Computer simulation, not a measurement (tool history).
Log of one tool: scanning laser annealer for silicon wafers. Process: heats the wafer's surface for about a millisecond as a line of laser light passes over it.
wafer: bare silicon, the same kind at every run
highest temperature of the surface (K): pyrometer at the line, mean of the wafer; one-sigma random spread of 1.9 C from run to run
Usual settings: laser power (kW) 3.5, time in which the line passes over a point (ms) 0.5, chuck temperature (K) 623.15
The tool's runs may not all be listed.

run,hour,laser power (kW),time in which the line passes over a point (ms),chuck temperature (K),highest temperature of the surface (K)
1,0,3.5,0.5,623.15,1437.15
2,31.5,3.5,0.5,623.15,1436.15
3,86.6,3.5,0.5,623.15,1435.15
4,147.3,3.5,0.5,623.15,1435.15
5,174.2,3.5,0.5,623.15,1436.15
6,210.5,3.5,0.5,623.15,1435.15
7,272.8,3.5,0.5,623.15,1435.15
8,326.6,3.5,0.5,613.15,1428.15
9,382.2,3.5,0.5,623.15,1436.15
10,411.8,3.5,0.5,623.15,1438.15
11,475.1,3.5,0.5,623.15,1437.15
12,533.6,3.5,0.5,623.15,1435.15
13,563.2,3.5,0.5,623.15,1436.15
14,592,3.002,0.512,626.15,1332.15
# hour 639.4: window over the wafer cleaned
15,652,3.094,0.398,623.15,1264.15
16,682.7,3.094,0.398,623.15,1265.15
17,741.2,3.251,0.398,617.15,1293.15
18,803.9,3.251,0.398,617.15,1293.15
19,865.7,3.163,0.361,596.15,1223.15
20,910.3,3.163,0.361,596.15,1220.15
21,955.9,3.586,0.515,594.15,1440.15

Each row is a separate what-if for the run after 21, all from the same tool condition, not one after another. Results?
A,1002.8,3.412,0.494,617.15,?
B,1002.8,3.24,0.5,623.15,?
C,1002.8,3.772,0.5,623.15,?
D,1002.8,3.25,0.424,589.15,?

run,highest temperature of the surface (K)
A,1407.15
B,1375.15
C,1500.15
D,1288.15
Without the tool's hidden state the same runs would have given:
run,highest temperature of the surface (K)
A,1407.15
B,1375.15
C,1500.15
D,1288.15

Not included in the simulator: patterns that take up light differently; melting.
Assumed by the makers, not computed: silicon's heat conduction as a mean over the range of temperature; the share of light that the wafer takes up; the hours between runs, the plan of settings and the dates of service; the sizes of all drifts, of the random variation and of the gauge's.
